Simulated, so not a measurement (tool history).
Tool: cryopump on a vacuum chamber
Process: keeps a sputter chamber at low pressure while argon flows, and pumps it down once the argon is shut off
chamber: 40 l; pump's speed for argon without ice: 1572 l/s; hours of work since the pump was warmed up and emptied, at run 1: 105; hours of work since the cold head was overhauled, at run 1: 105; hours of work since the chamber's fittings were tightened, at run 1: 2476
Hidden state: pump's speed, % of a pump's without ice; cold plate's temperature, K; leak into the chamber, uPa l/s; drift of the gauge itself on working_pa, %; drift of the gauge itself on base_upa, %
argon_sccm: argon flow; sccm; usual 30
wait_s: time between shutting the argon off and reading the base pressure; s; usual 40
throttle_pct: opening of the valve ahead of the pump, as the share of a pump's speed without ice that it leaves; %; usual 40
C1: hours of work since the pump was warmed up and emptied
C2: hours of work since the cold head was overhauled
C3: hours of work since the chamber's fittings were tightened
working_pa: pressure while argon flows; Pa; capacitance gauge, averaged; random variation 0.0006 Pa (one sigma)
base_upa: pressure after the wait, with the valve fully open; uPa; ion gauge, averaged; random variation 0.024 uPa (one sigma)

Run 1, day 0.000: usual settings; C1 105; C2 105; C3 2476. Result: working_pa 0.0830 Pa, base_upa 2.38 uPa.
Run 2, day 1.567: usual settings but wait_s 74 s; C1 133; C2 133; C3 2504. Result: working_pa 0.0826 Pa, base_upa 2.19 uPa.
Run 3, day 2.479: usual settings but wait_s 74 s; C1 150; C2 150; C3 2521. Result: working_pa 0.0837 Pa, base_upa 2.09 uPa.
Run 4, day 3.342: usual settings but throttle_pct 26 %; C1 166; C2 166; C3 2536. Result: working_pa 0.1264 Pa, base_upa 2.41 uPa.
Run 5, day 4.533: usual settings but throttle_pct 26 %; C1 187; C2 187; C3 2558. Result: working_pa 0.1256 Pa, base_upa 2.47 uPa.
Run 6, day 5.450: usual settings but throttle_pct 26 %; C1 204; C2 204; C3 2574. Result: working_pa 0.1272 Pa, base_upa 2.51 uPa.
Run 7, day 7.062: usual settings; C1 233; C2 233; C3 2604. Result: working_pa 0.0841 Pa, base_upa 2.47 uPa.
Run 8, day 8.508: usual settings; C1 259; C2 259; C3 2630. Result: working_pa 0.0846 Pa, base_upa 2.59 uPa.
Run 9, day 9.379: usual settings but argon_sccm 39 sccm, wait_s 46 s; C1 275; C2 275; C3 2646. Result: working_pa 0.1106 Pa, base_upa 2.57 uPa.
Run 10, day 10.338: usual settings but argon_sccm 39 sccm, wait_s 46 s; C1 292; C2 292; C3 2663. Result: working_pa 0.1111 Pa, base_upa 2.52 uPa.
Run 11, day 11.342: usual settings but argon_sccm 34 sccm, throttle_pct 39 %; C1 311; C2 311; C3 2681. Result: working_pa 0.0980 Pa, base_upa 2.69 uPa.

Run 12 comes next. What will it give?
Run 12, day 12.808: usual settings but argon_sccm 28 sccm, wait_s 45 s, throttle_pct 23 %; C1 337; C2 337; C3 2708. Result: working_pa ?, base_upa ?.

Run 12 gave working_pa 0.1346 Pa, base_upa 2.62 uPa.
Without the tool's hidden state the same run would have given working_pa 0.1299 Pa, base_upa 0.78 uPa.
